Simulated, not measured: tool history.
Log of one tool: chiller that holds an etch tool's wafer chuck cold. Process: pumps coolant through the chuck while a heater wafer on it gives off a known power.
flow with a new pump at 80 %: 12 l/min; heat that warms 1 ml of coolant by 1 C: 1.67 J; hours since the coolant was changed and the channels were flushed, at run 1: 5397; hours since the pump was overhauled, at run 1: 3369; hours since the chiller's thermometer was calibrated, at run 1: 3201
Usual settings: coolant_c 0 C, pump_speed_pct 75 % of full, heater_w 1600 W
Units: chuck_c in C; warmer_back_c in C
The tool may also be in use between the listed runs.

run   hour  coolant_c  pump_speed_pct  heater_w  hours since the coolant was changed and the channels were flushed  hours since the pump was overhauled  hours since the chiller's thermometer was calibrated  chuck_c  warmer_back_c
  1    0.0          0              75      1600                                                               5397                                 3369                                                  3201     20.9           5.15
  2   93.6          0              75      1600                                                               5491                                 3462                                                  3294     20.9           5.17
  3  158.0          0              75      1600                                                               5555                                 3527                                                  3359     21.0           5.18
  4  220.1          0              75      1600                                                               5617                                 3589                                                  3421     20.9           5.12
  5  278.0          0              75      1600                                                               5675                                 3647                                                  3479     21.0           5.11
  6  351.1         -8              64      1600                                                               5748                                 3720                                                  3552     15.4           6.07
  7  409.4          0              86      1600                                                               5807                                 3778                                                  3610     19.1           4.43
  8  474.2         -8              75       995                                                               5871                                 3843                                                  3675      5.1           3.21
  9  558.7         -8              75       995                                                               5956                                 3928                                                  3759      5.0           3.20
     593.5  -- chiller's thermometer calibrated
 10  628.5        -10              80      1426                                                               6025                                 3996                                                    35      7.9           4.25

Forecast each of these 5 alternatives for the next run:
  A  711.6         -9              71       918                                                               6108                                 4080                                                   118        ?              ?
  B  711.6          0              73      1600                                                               6108                                 4080                                                   118        ?              ?
  C  711.6         -5              96      2301                                                               6108                                 4080                                                   118        ?              ?
  D  711.6          7              80      1938                                                               6108                                 4080                                                   118        ?              ?
  E  711.6          0              75      1325                                                               6108                                 4080                                                   118        ?              ?

run  chuck_c  warmer_back_c
  A      3.6           3.10
  B     21.3           5.24
  C     20.5           5.73
  D     31.4           5.75
  E     17.3           4.30
Without the tool's hidden state the same runs would have given:
run  chuck_c  warmer_back_c
  A      3.6           3.10
  B     21.3           5.24
  C     20.5           5.73
  D     31.4           5.75
  E     17.3           4.30
